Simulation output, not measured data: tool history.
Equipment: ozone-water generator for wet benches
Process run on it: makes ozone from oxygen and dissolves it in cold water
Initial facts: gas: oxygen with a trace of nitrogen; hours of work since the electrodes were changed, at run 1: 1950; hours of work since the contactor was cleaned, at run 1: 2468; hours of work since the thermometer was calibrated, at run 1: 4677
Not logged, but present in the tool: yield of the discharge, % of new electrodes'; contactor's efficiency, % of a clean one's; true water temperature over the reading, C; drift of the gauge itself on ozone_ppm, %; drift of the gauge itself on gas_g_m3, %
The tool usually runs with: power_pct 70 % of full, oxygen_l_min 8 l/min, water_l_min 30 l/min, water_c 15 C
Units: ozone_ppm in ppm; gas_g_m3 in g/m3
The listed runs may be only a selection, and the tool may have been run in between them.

| run | hour | power_pct | oxygen_l_min | water_l_min | water_c | hours of work since the electrodes were changed | hours of work since the contactor was cleaned | hours of work since the thermometer was calibrated | ozone_ppm | gas_g_m3 |
|---|---|---|---|---|---|---|---|---|---|---|
| 1 | 0 | 70 | 8 | 30 | 15 | 1950 | 2468 | 4677 | 14.7 | 142.7 |
| 2 | 73.5 | 70 | 8 | 30 | 15 | 2020 | 2538 | 4747 | 14.9 | 141.3 |
| 3 | 180.6 | 70 | 8 | 30 | 15 | 2122 | 2641 | 4849 | 14.6 | 140.2 |
|  | 282.3 | contactor cleaned |
| 4 | 283.9 | 70 | 8 | 30 | 15 | 2217 | 2 | 4944 | 15.4 | 139.8 |
| 5 | 332.4 | 70 | 8 | 30 | 15 | 2263 | 48 | 4990 | 15.5 | 139.5 |
| 6 | 378.3 | 70 | 8 | 30 | 15 | 2307 | 92 | 5034 | 15.1 | 139.9 |
| 7 | 475.2 | 70 | 8 | 30 | 15 | 2399 | 184 | 5126 | 15.1 | 140.3 |
| 8 | 570.4 | 70 | 8 | 30 | 15 | 2490 | 275 | 5217 | 15.2 | 138.7 |
| 9 | 642 | 70 | 8 | 30 | 15 | 2559 | 343 | 5286 | 14.8 | 138.3 |
| 10 | 720.4 | 70 | 8 | 30 | 15 | 2633 | 418 | 5360 | 14.9 | 138.7 |
| 11 | 819 | 70 | 13.27 | 30 | 15 | 2728 | 512 | 5454 | 15.6 | 109.1 |
| 12 | 926.2 | 70 | 13.27 | 30 | 15 | 2830 | 614 | 5557 | 15.2 | 110.9 |
| 13 | 992.3 | 70 | 13.27 | 45 | 15 | 2893 | 678 | 5620 | 11.4 | 109.6 |
| 14 | 1089.4 | 70 | 13.27 | 45 | 15 | 2986 | 770 | 5712 | 11.1 | 109.3 |
| 15 | 1142.9 | 70 | 13.27 | 45 | 15 | 3037 | 821 | 5763 | 11.1 | 108.9 |
| 16 | 1228.8 | 70 | 13.27 | 45 | 8 | 3119 | 903 | 5845 | 12.1 | 109.3 |
| 17 | 1283.1 | 70 | 13.27 | 45 | 8 | 3170 | 955 | 5897 | 12.2 | 107 |
|  | 1339.1 | water thermometer calibrated |
| 18 | 1342.6 | 70 | 13.27 | 45 | 8 | 3227 | 1011 | 3 | 12 | 108.8 |
| 19 | 1393.5 | 79 | 4.39 | 23 | 8 | 3275 | 1060 | 52 | 18.5 | 182.6 |
| 20 | 1450.7 | 76 | 7.07 | 30 | 15 | 3330 | 1115 | 107 | 14.8 | 146.5 |
| 21 | 1541.6 | 62 | 13.01 | 30 | 15 | 3417 | 1201 | 193 | 13.8 | 102.8 |
| 22 | 1618.2 | 70 | 8 | 32 | 15 | 3490 | 1274 | 266 | 13.4 | 132.9 |
| 23 | 1673.1 | 73 | 11.35 | 40 | 8 | 3542 | 1327 | 319 | 13 | 117.5 |
| 24 | 1743.1 | 73 | 11.35 | 40 | 8 | 3609 | 1393 | 386 | 13 | 116.7 |
| 25 | 1809.1 | 70 | 8 | 40 | 15 | 3672 | 1457 | 449 | 10.8 | 132.7 |
| 26 | 1863.6 | 98 | 4.06 | 30 | 16 | 3724 | 1508 | 501 | 14.2 | 207.7 |
| 27 | 1916.7 | 98 | 4.06 | 30 | 16 | 3774 | 1559 | 551 | 14.1 | 208 |
| 28 | 1993.2 | 70 | 8.52 | 36 | 17 | 3847 | 1632 | 624 | 11.6 | 127.2 |
| 29 | 2048.1 | 70 | 8.52 | 36 | 17 | 3900 | 1685 | 677 | 11.5 | 127.5 |
| 30 | 2136.4 | 41 | 8.52 | 24 | 11 | 3984 | 1769 | 761 | 13.6 | 97.7 |
| 31 | 2239.6 | 41 | 8.52 | 24 | 11 | 4083 | 1867 | 859 | 13.7 | 98.4 |
| 32 | 2292 | 42 | 6.92 | 19 | 19 | 4133 | 1917 | 909 | 14.1 | 107.7 |

Selected run-to-run steps in ozone_ppm, each split into two signed amounts: the part the tool would show with no hidden state at all (from settings, incoming material and random variation), and the remainder, which goes to the hidden state together with any gauge scatter not common to the measured and the hidden-state-free results:
Run 12 -> 13: water_l_min 30 -> 45. ozone_ppm -3.8 ppm: hidden state +0.5, all else -4.3.
Run 18 -> 19: power_pct 70 -> 79, oxygen_l_min 13.27 -> 4.39, water_l_min 45 -> 23. ozone_ppm +6.5 ppm: hidden state -1.3, all else +7.8.
Run 19 -> 20: power_pct 79 -> 76, oxygen_l_min 4.39 -> 7.07, water_l_min 23 -> 30, water_c 8 -> 15. ozone_ppm -3.7 ppm: hidden state +0.7, all else -4.4.
Run 25 -> 26: power_pct 70 -> 98, oxygen_l_min 8 -> 4.06, water_l_min 40 -> 30, water_c 15 -> 16. ozone_ppm +3.4 ppm: hidden state -1.1, all else +4.5.
Run 27 -> 28: power_pct 98 -> 70, oxygen_l_min 4.06 -> 8.52, water_l_min 30 -> 36, water_c 16 -> 17. ozone_ppm -2.5 ppm: hidden state +0.8, all else -3.3.
